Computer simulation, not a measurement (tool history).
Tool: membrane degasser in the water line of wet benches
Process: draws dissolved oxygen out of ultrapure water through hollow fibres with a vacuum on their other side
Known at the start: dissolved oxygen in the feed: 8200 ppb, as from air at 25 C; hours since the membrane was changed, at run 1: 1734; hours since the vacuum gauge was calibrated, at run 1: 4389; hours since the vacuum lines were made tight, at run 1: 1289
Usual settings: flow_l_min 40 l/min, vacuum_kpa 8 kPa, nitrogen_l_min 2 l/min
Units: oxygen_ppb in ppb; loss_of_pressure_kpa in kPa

| run | day | flow_l_min | vacuum_kpa | nitrogen_l_min | hours since the membrane was changed | hours since the vacuum gauge was calibrated | hours since the vacuum lines were made tight | oxygen_ppb | loss_of_pressure_kpa |
|---|---|---|---|---|---|---|---|---|---|
| 1 | 0 | 40 | 8 | 2 | 1734 | 4389 | 1289 | 338.7 | 52.28 |
| 2 | 2.083 | 40 | 8 | 2 | 1783 | 4439 | 1339 | 349.7 | 52.03 |
| 3 | 3.425 | 40 | 8 | 2 | 1816 | 4471 | 1371 | 339.8 | 52.18 |
| 4 | 5.954 | 40 | 8 | 0.94 | 1876 | 4532 | 1432 | 516.8 | 52.34 |
| 5 | 8.454 | 40 | 8 | 0.94 | 1936 | 4591 | 1492 | 525.9 | 51.99 |
| 6 | 9.733 | 26 | 8 | 2 | 1967 | 4622 | 1522 | 171.8 | 34.19 |
| 7 | 11.283 | 26 | 8 | 2 | 2004 | 4659 | 1560 | 173.6 | 33.82 |
| 8 | 12.688 | 40 | 4.95 | 2 | 2038 | 4693 | 1593 | 212.1 | 52.16 |
| 9 | 14.171 | 62 | 4.95 | 2.32 | 2074 | 4729 | 1629 | 588.2 | 80.59 |
| 10 | 15.704 | 62 | 4.95 | 2.32 | 2110 | 4765 | 1666 | 584.7 | 80.96 |
| 11 | 16.875 | 62 | 4.95 | 2.32 | 2139 | 4794 | 1694 | 584.8 | 80.7 |
| 12 | 19.425 | 27 | 14.54 | 2.72 | 2200 | 4855 | 1755 | 283.6 | 35.32 |
| 13 | 21.267 | 36 | 6.55 | 1.13 | 2244 | 4899 | 1799 | 318.3 | 47.13 |
| 14 | 22.396 | 42 | 14.8 | 1.13 | 2271 | 4926 | 1826 | 949 | 55.13 |
| 15 | 24.125 | 37 | 14.8 | 5.36 | 2313 | 4968 | 1868 | 284.1 | 48.06 |

4 ways to go on from here, each from the tool as it stands after run 15. What would each give?
| A | 26.442 | 57 | 12.07 | 5.36 | 2368 | 5023 | 1923 | ? | ? |
| B | 26.442 | 39 | 7.47 | 4.86 | 2368 | 5023 | 1923 | ? | ? |
| C | 26.442 | 47 | 14.8 | 5.36 | 2368 | 5023 | 1923 | ? | ? |
| D | 26.442 | 40 | 9.57 | 2 | 2368 | 5023 | 1923 | ? | ? |

| run | oxygen_ppb | loss_of_pressure_kpa |
|---|---|---|
| A | 589.7 | 74.67 |
| B | 204.3 | 50.78 |
| C | 453.4 | 61.47 |
| D | 410.2 | 52.48 |
Without the tool's hidden state the same runs would have given:
| run | oxygen_ppb | loss_of_pressure_kpa |
|---|---|---|
| A | 569.4 | 73.71 |
| B | 193.1 | 50.13 |
| C | 438.1 | 60.68 |
| D | 392.7 | 51.81 |
